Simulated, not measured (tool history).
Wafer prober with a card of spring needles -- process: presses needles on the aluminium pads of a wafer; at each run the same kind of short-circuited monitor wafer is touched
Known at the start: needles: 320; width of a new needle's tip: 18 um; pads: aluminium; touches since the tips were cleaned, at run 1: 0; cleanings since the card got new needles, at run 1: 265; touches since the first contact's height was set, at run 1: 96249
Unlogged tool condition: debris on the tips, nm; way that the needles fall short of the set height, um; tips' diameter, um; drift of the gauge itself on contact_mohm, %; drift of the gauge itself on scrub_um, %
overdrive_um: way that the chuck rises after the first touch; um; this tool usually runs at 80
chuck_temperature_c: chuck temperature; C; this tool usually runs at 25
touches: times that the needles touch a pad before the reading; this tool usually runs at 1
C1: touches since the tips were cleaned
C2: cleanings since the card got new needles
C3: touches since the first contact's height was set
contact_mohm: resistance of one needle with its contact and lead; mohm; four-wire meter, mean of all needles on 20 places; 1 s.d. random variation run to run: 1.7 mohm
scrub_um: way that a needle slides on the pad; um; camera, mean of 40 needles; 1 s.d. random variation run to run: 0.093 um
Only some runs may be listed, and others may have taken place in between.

{"run": 1, "day": 0.0, "overdrive_um": 80, "chuck_temperature_c": 25, "touches": 1, "C1": 0, "C2": 265, "C3": 96249, "contact_mohm": 214, "scrub_um": 19.09}
{"day": 0.229, "done": "tips cleaned on abrasive film"}
{"day": 0.454, "done": "tips cleaned on abrasive film"}
{"day": 0.683, "done": "tips cleaned on abrasive film"}
{"day": 0.908, "done": "tips cleaned on abrasive film"}
{"run": 2, "day": 0.912, "overdrive_um": 80, "chuck_temperature_c": 25, "touches": 1, "C1": 38, "C2": 269, "C3": 108878, "contact_mohm": 218, "scrub_um": 18.98}
{"day": 1.096, "done": "tips cleaned on abrasive film"}
{"day": 1.325, "done": "tips cleaned on abrasive film"}
{"day": 1.55, "done": "tips cleaned on abrasive film"}
{"day": 1.779, "done": "tips cleaned on abrasive film"}
{"run": 3, "day": 1.925, "overdrive_um": 80, "chuck_temperature_c": 25, "touches": 1, "C1": 2065, "C2": 273, "C3": 122903, "contact_mohm": 485, "scrub_um": 18.7}
{"day": 1.975, "done": "tips cleaned on abrasive film"}
{"day": 2.2, "done": "tips cleaned on abrasive film"}
{"day": 2.429, "done": "tips cleaned on abrasive film"}
{"day": 2.612, "done": "tips cleaned on abrasive film"}
{"day": 2.838, "done": "tips cleaned on abrasive film"}
{"day": 3.067, "done": "tips cleaned on abrasive film"}
{"day": 3.296, "done": "tips cleaned on abrasive film"}
{"day": 3.521, "done": "tips cleaned on abrasive film"}
{"run": 4, "day": 3.575, "overdrive_um": 80, "chuck_temperature_c": 25, "touches": 1, "C1": 781, "C2": 281, "C3": 145720, "contact_mohm": 354, "scrub_um": 18.63}
{"day": 3.717, "done": "tips cleaned on abrasive film"}
{"day": 3.9, "done": "tips cleaned on abrasive film"}
{"day": 4.125, "done": "tips cleaned on abrasive film"}
{"day": 4.308, "done": "tips cleaned on abrasive film"}
{"day": 4.538, "done": "tips cleaned on abrasive film"}
{"run": 5, "day": 4.675, "overdrive_um": 80, "chuck_temperature_c": 25, "touches": 1, "C1": 1954, "C2": 286, "C3": 160894, "contact_mohm": 531, "scrub_um": 18.39}
{"day": 4.725, "done": "tips cleaned on abrasive film"}
{"day": 4.904, "done": "tips cleaned on abrasive film"}
{"day": 5.088, "done": "tips cleaned on abrasive film"}
{"day": 5.317, "done": "tips cleaned on abrasive film"}
{"day": 5.546, "done": "tips cleaned on abrasive film"}
{"day": 5.692, "done": "height of the first contact set anew"}
{"day": 5.783, "done": "tips cleaned on abrasive film"}
{"day": 6.012, "done": "tips cleaned on abrasive film"}
{"run": 6, "day": 6.138, "overdrive_um": 80, "chuck_temperature_c": 25, "touches": 1, "C1": 1786, "C2": 293, "C3": 6193, "contact_mohm": 490, "scrub_um": 17.77}
{"day": 6.233, "done": "tips cleaned on abrasive film"}
{"day": 6.458, "done": "tips cleaned on abrasive film"}
{"day": 6.688, "done": "tips cleaned on abrasive film"}
{"day": 6.871, "done": "tips cleaned on abrasive film"}
{"day": 7.096, "done": "tips cleaned on abrasive film"}
{"run": 7, "day": 7.225, "overdrive_um": 80, "chuck_temperature_c": 25, "touches": 1, "C1": 1798, "C2": 298, "C3": 21211, "contact_mohm": 539, "scrub_um": 17.77}
{"day": 7.317, "done": "tips cleaned on abrasive film"}
{"day": 7.5, "done": "tips cleaned on abrasive film"}
{"day": 7.729, "done": "tips cleaned on abrasive film"}
{"day": 7.912, "done": "tips cleaned on abrasive film"}
{"day": 8.138, "done": "tips cleaned on abrasive film"}
{"day": 8.367, "done": "tips cleaned on abrasive film"}
{"run": 8, "day": 8.458, "overdrive_um": 80, "chuck_temperature_c": 57, "touches": 3, "C1": 1296, "C2": 304, "C3": 38245, "contact_mohm": 282, "scrub_um": 17.38}
{"day": 8.554, "done": "tips cleaned on abrasive film"}
{"day": 8.779, "done": "tips cleaned on abrasive film"}
{"day": 9.008, "done": "tips cleaned on abrasive film"}
{"day": 9.233, "done": "tips cleaned on abrasive film"}
{"day": 9.462, "done": "tips cleaned on abrasive film"}
{"day": 9.692, "done": "tips cleaned on abrasive film"}
{"day": 9.917, "done": "tips cleaned on abrasive film"}
{"day": 10.146, "done": "tips cleaned on abrasive film"}
{"run": 9, "day": 10.171, "overdrive_um": 80, "chuck_temperature_c": 57, "touches": 3, "C1": 378, "C2": 312, "C3": 61919, "contact_mohm": 233, "scrub_um": 17.42}
{"day": 10.354, "done": "tips cleaned on abrasive film"}
{"day": 10.538, "done": "tips cleaned on abrasive film"}
{"day": 10.767, "done": "tips cleaned on abrasive film"}
{"day": 10.992, "done": "tips cleaned on abrasive film"}
{"run": 10, "day": 11.054, "overdrive_um": 80, "chuck_temperature_c": 57, "touches": 3, "C1": 883, "C2": 316, "C3": 74134, "contact_mohm": 267, "scrub_um": 17.36}
{"day": 11.192, "done": "tips cleaned on abrasive film"}
{"day": 11.421, "done": "tips cleaned on abrasive film"}
{"day": 11.65, "done": "tips cleaned on abrasive film"}
{"day": 11.875, "done": "tips cleaned on abrasive film"}
{"day": 12.058, "done": "tips cleaned on abrasive film"}
{"day": 12.288, "done": "tips cleaned on abrasive film"}
{"run": 11, "day": 12.454, "overdrive_um": 61, "chuck_temperature_c": 50, "touches": 3, "C1": 2350, "C2": 322, "C3": 93483, "contact_mohm": 507, "scrub_um": 12.43}
{"day": 12.5, "done": "tips cleaned on abrasive film"}
{"day": 12.729, "done": "tips cleaned on abrasive film"}
{"day": 12.958, "done": "tips cleaned on abrasive film"}
{"day": 13.183, "done": "tips cleaned on abrasive film"}
{"day": 13.367, "done": "tips cleaned on abrasive film"}
{"day": 13.596, "done": "tips cleaned on abrasive film"}
{"day": 13.821, "done": "tips cleaned on abrasive film"}
{"day": 14.004, "done": "tips cleaned on abrasive film"}
{"day": 14.233, "done": "tips cleaned on abrasive film"}
{"day": 14.458, "done": "tips cleaned on abrasive film"}
{"run": 12, "day": 14.508, "overdrive_um": 61, "chuck_temperature_c": 55, "touches": 1, "C1": 682, "C2": 332, "C3": 121866, "contact_mohm": 547, "scrub_um": 12.3}
{"day": 14.646, "done": "tips cleaned on abrasive film"}
{"day": 14.704, "done": "height of the first contact set anew, once more"}
{"day": 14.842, "done": "tips cleaned on abrasive film"}
{"day": 15.071, "done": "tips cleaned on abrasive film"}
{"day": 15.296, "done": "tips cleaned on abrasive film"}
{"day": 15.479, "done": "tips cleaned on abrasive film"}
{"day": 15.708, "done": "tips cleaned on abrasive film"}
{"day": 15.892, "done": "tips cleaned on abrasive film"}
{"day": 16.117, "done": "tips cleaned on abrasive film"}
{"day": 16.338, "done": "tips cleaned on abrasive film"}
{"run": 13, "day": 16.338, "overdrive_um": 78, "chuck_temperature_c": 55, "touches": 2, "C1": 0, "C2": 341, "C3": 22570, "contact_mohm": 214, "scrub_um": 19.08}

Each row is a separate what-if for the run after 13, all from the same tool condition, not one after another. Results?
{"day": 16.567, "done": "tips cleaned on abrasive film"}
{"day": 16.75, "done": "tips cleaned on abrasive film"}
{"day": 16.975, "done": "tips cleaned on abrasive film"}
{"day": 17.158, "done": "tips cleaned on abrasive film"}
{"run": "A", "day": 17.288, "overdrive_um": 89, "chuck_temperature_c": 25, "touches": 2, "C1": 1820, "C2": 345, "C3": 35722, "contact_mohm": "?", "scrub_um": "?"}
{"day": 16.567, "done": "tips cleaned on abrasive film"}
{"day": 16.75, "done": "tips cleaned on abrasive film"}
{"day": 16.975, "done": "tips cleaned on abrasive film"}
{"day": 17.158, "done": "tips cleaned on abrasive film"}
{"run": "B", "day": 17.288, "overdrive_um": 80, "chuck_temperature_c": 117, "touches": 1, "C1": 1820, "C2": 345, "C3": 35722, "contact_mohm": "?", "scrub_um": "?"}
{"day": 16.567, "done": "tips cleaned on abrasive film"}
{"day": 16.75, "done": "tips cleaned on abrasive film"}
{"day": 16.975, "done": "tips cleaned on abrasive film"}
{"day": 17.158, "done": "tips cleaned on abrasive film"}
{"run": "C", "day": 17.288, "overdrive_um": 78, "chuck_temperature_c": 64, "touches": 1, "C1": 1820, "C2": 345, "C3": 35722, "contact_mohm": "?", "scrub_um": "?"}
{"day": 16.567, "done": "tips cleaned on abrasive film"}
{"day": 16.75, "done": "tips cleaned on abrasive film"}
{"day": 16.975, "done": "tips cleaned on abrasive film"}
{"day": 17.158, "done": "tips cleaned on abrasive film"}
{"run": "D", "day": 17.288, "overdrive_um": 80, "chuck_temperature_c": 110, "touches": 1, "C1": 1820, "C2": 345, "C3": 35722, "contact_mohm": "?", "scrub_um": "?"}
{"day": 16.567, "done": "tips cleaned on abrasive film"}
{"day": 16.75, "done": "tips cleaned on abrasive film"}
{"day": 16.975, "done": "tips cleaned on abrasive film"}
{"day": 17.158, "done": "tips cleaned on abrasive film"}
{"run": "E", "day": 17.288, "overdrive_um": 95, "chuck_temperature_c": 25, "touches": 1, "C1": 1820, "C2": 345, "C3": 35722, "contact_mohm": "?", "scrub_um": "?"}

run=A contact_mohm=333 scrub_um=21.61
run=B contact_mohm=486 scrub_um=19.4
run=C contact_mohm=524 scrub_um=18.94
run=D contact_mohm=497 scrub_um=19.44
run=E contact_mohm=414 scrub_um=23.24
The same runs, with their run-to-run variation unchanged, on a tool lacking any hidden condition would have given:
run=A contact_mohm=160 scrub_um=21.86
run=B contact_mohm=183 scrub_um=19.65
run=C contact_mohm=177 scrub_um=19.19
run=D contact_mohm=185 scrub_um=19.69
run=E contact_mohm=163 scrub_um=23.5
